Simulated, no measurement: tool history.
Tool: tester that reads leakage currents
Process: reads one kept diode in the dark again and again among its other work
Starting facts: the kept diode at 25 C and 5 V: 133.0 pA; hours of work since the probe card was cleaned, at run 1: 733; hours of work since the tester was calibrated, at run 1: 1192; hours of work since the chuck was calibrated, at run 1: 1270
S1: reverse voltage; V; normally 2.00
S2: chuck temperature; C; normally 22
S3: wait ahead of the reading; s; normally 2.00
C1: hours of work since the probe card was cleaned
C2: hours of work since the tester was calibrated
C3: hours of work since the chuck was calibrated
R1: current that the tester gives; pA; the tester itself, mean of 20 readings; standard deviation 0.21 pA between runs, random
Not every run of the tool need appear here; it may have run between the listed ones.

run 1 day=0.000 | S1=2.00 S2=22 S3=2.00 | C1=733 C2=1192 C3=1270 | R1=61.62
run 2 day=1.000 | S1=2.00 S2=22 S3=2.00 | C1=750 C2=1210 C3=1287 | R1=61.96
run 3 day=2.846 | S1=2.00 S2=22 S3=2.45 | C1=782 C2=1242 C3=1319 | R1=61.45
run 4 day=4.442 | S1=2.00 S2=22 S3=4.16 | C1=810 C2=1269 C3=1347 | R1=61.08
run 5 day=5.562 | S1=2.00 S2=22 S3=4.16 | C1=829 C2=1289 C3=1366 | R1=61.26
run 6 day=6.862 | S1=2.00 S2=21 S3=2.00 | C1=852 C2=1311 C3=1389 | R1=56.43
run 7 day=7.975 | S1=1.39 S2=37 S3=2.00 | C1=871 C2=1331 C3=1408 | R1=158.79
-- day=8.200 chuck's temperature calibrated
run 8 day=8.938 | S1=1.09 S2=22 S3=1.02 | C1=886 C2=1346 C3=13 | R1=41.89
run 9 day=9.962 | S1=2.42 S2=22 S3=0.41 | C1=904 C2=1364 C3=31 | R1=62.71
run 10 day=10.896 | S1=2.00 S2=37 S3=3.97 | C1=920 C2=1380 C3=47 | R1=175.62
-- day=12.388 chuck's temperature calibrated, once more
run 11 day=12.425 | S1=9.29 S2=55 S3=4.24 | C1=945 C2=1405 C3=1 | R1=1506.71

Across each entry between runs, compare the hidden state at the last listed run before it with the hidden state at the first listed run after it:
After run 7, before run 8: chuck's temperature calibrated (day 8.200)
  stray current of the dirty probe card, pA a volt: 0.115 -> 0.116; current scale over the true one, %: 1.14 -> 1.15; true chuck temperature over the reading, C: -1.46 -> -2.48
  measured value less the no-hidden-state value, R1: -15.45 -> -8.43 pA
After run 10, before run 11: chuck's temperature calibrated, once more (day 12.388)
  stray current of the dirty probe card, pA a volt: 0.12 -> 0.123; current scale over the true one, %: 1.18 -> 1.19; true chuck temperature over the reading, C: -2.52 -> 0.03
  measured value less the no-hidden-state value, R1: -32.36 -> +21.90 pA
